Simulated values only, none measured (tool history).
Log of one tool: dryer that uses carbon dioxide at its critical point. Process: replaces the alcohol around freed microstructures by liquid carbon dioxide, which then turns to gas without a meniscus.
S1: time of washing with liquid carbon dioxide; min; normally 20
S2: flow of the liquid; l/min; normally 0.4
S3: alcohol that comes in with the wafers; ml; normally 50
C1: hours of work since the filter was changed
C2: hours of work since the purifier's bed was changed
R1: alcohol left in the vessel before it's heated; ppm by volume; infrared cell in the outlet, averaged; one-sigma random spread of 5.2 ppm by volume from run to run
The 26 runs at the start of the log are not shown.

Run 27, day 14.55: usual settings but S1 23 min, S2 0.489 l/min, S3 85 ml; C1 277; C2 351. Result: R1 83 ppm by volume.
Run 28, day 14.983: usual settings but S1 18 min, S3 44 ml; C1 283; C2 357. Result: R1 248 ppm by volume.
Run 29, day 15.625: usual settings but S1 17 min, S3 44 ml; C1 291; C2 365. Result: R1 313 ppm by volume.
Run 30, day 16.012: usual settings but S1 23 min, S2 0.478 l/min, S3 61 ml; C1 297; C2 371. Result: R1 75 ppm by volume.
Run 31, day 16.579: usual settings but S1 22 min, S2 0.576 l/min, S3 83 ml; C1 305; C2 379. Result: R1 73 ppm by volume.
Run 32, day 17.325: usual settings but S1 14 min, S2 0.576 l/min, S3 83 ml; C1 315; C2 389. Result: R1 261 ppm by volume.
Run 33, day 18.096: usual settings but S1 24 min, S2 0.424 l/min, S3 23 ml; C1 325; C2 399. Result: R1 76 ppm by volume.
Run 34, day 18.538: usual settings but S2 0.455 l/min; C1 331; C2 405. Result: R1 129 ppm by volume.
Run 35, day 18.988: usual settings but S2 0.455 l/min; C1 338; C2 412. Result: R1 119 ppm by volume.
Run 36, day 19.583: usual settings but S1 18 min, S2 0.385 l/min, S3 99 ml; C1 346; C2 420. Result: R1 636 ppm by volume.
Run 37, day 19.95: usual settings but S1 14 min, S2 0.576 l/min, S3 90 ml; C1 351; C2 425. Result: R1 284 ppm by volume.
Run 38, day 20.354: usual settings but S1 18 min, S2 0.396 l/min, S3 27 ml; C1 356; C2 430. Result: R1 206 ppm by volume.
Run 39, day 20.917: usual settings but S1 14 min, S2 0.361 l/min; C1 364; C2 438. Result: R1 1247 ppm by volume.
Run 40, day 21.229: usual settings but S1 27 min, S2 0.489 l/min, S3 42 ml; C1 368; C2 442. Result: R1 60 ppm by volume.
Run 41, day 21.758: usual settings but S1 16 min; C1 376; C2 450. Result: R1 498 ppm by volume.
Run 42, day 22.158: usual settings but S1 12 min, S3 30 ml; C1 381; C2 455. Result: R1 912 ppm by volume.
Run 43, day 22.879: usual settings but S1 19 min, S3 97 ml; C1 391; C2 465. Result: R1 426 ppm by volume.
Run 44, day 23.379: usual settings but S1 19 min, S3 97 ml; C1 398; C2 472. Result: R1 435 ppm by volume.
Run 45, day 23.829: usual settings but S1 19 min, S3 97 ml; C1 404; C2 478. Result: R1 422 ppm by volume.
Run 46, day 24.25: usual settings but S1 21 min, S3 119 ml; C1 410; C2 484. Result: R1 318 ppm by volume.
Run 47, day 24.979: usual settings but S2 0.39 l/min; C1 420; C2 494. Result: R1 245 ppm by volume.
Run 48, day 25.75: usual settings but S1 18 min, S2 0.669 l/min, S3 116 ml; C1 430; C2 504. Result: R1 96 ppm by volume.

Here are 3 independent what-if runs from the current tool condition. What would each one return?
Run A, day 26.158: usual settings but S1 15 min, S3 55 ml; C1 436; C2 510. Result: R1 ?.
Run B, day 26.158: usual settings but S1 24 min, S2 0.613 l/min, S3 79 ml; C1 436; C2 510. Result: R1 ?.
Run C, day 26.158: usual settings but S1 13 min, S2 0.512 l/min, S3 62 ml; C1 436; C2 510. Result: R1 ?.

run   R1
  A  766
  B   79
  C  544
Without the tool's hidden state the same runs would have given:
run   R1
  A  466
  B    1
  C  298

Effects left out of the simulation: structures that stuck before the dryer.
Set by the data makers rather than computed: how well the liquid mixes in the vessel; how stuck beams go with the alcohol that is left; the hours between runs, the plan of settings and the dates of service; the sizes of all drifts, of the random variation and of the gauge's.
